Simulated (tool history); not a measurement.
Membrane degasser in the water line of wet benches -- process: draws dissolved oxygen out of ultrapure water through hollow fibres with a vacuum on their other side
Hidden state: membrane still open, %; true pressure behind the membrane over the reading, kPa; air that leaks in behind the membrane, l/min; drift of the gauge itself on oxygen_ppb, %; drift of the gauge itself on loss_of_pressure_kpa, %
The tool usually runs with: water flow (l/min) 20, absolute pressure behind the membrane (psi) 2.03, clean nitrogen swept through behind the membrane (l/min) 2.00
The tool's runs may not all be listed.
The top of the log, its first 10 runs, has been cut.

run	hour	water flow (l/min)	absolute pressure behind the membrane (psi)	clean nitrogen swept through behind the membrane (l/min)	hours since the membrane was changed	hours since the vacuum gauge was calibrated	hours since the vacuum lines were made tight	dissolved oxygen in the water behind the degasser (ppb)	pressure that the water loses in the fibres (psi)
11	1915.1	20	2.03	0.84	11989	358	3770	532.8	3.671
12	2182.7	20	2.03	0.84	12257	625	4038	530.5	3.662
13	2318.4	20	2.03	2.00	12392	761	4174	251.1	3.684
14	2472.9	20	2.03	2.00	12547	916	4328	250.3	3.713
15	2737.7	20	1.52	2.00	12812	1180	4593	172.8	3.687
16	3015.9	20	1.87	2.00	13090	1458	4871	225.6	3.633
# hour 3147.2: membrane cartridge changed
17	3225.0	25	2.47	0.86	78	1664	5076	785.0	4.567
18	3495.7	17	1.26	2.84	349	1934	5347	80.7	3.136
19	3718.4	17	1.26	2.84	571	2157	5570	79.8	3.168
20	3898.0	20	2.10	0.91	751	2337	5749	515.6	3.684
21	4102.9	20	2.10	0.91	956	2542	5954	518.9	3.685
22	4268.8	20	1.64	1.73	1122	2707	6120	216.6	3.735
23	4532.3	15	2.03	2.00	1385	2971	6384	189.6	2.753
24	4762.2	15	2.03	4.87	1615	3201	6613	81.3	2.753
25	5055.1	26	2.03	1.22	1908	3494	6906	486.7	4.735
# hour 5219.6: seals of the vacuum lines changed
26	5327.0	31	2.03	1.68	2178	3764	107	440.7	5.696
27	5590.3	31	4.50	2.64	2441	4027	371	706.0	5.722
28	5757.2	15	2.03	3.28	2608	4194	538	118.9	2.738
29	5928.7	17	2.03	3.02	2780	4365	709	144.2	3.108
30	6130.0	17	4.21	3.02	2981	4567	910	333.5	3.136
31	6263.3	20	2.03	1.87	3114	4700	1044	262.8	3.656
32	6425.4	20	2.03	1.87	3276	4862	1206	261.7	3.646

3 ways to go on from here, each from the tool as it stands after run 32. What would each give?
A	6689.9	26	1.49	2.41	3541	5126	1470	?	?
B	6689.9	20	2.03	1.58	3541	5126	1470	?	?
C	6689.9	32	2.74	0.96	3541	5126	1470	?	?

run	dissolved oxygen in the water behind the degasser (ppb)	pressure that the water loses in the fibres (psi)
A	185.9	4.720
B	304.7	3.636
C	978.3	5.877
Without the tool's hidden state the same runs would have given:
run	dissolved oxygen in the water behind the degasser (ppb)	pressure that the water loses in the fibres (psi)
A	190.6	4.715
B	312.7	3.633
C	1004.1	5.871
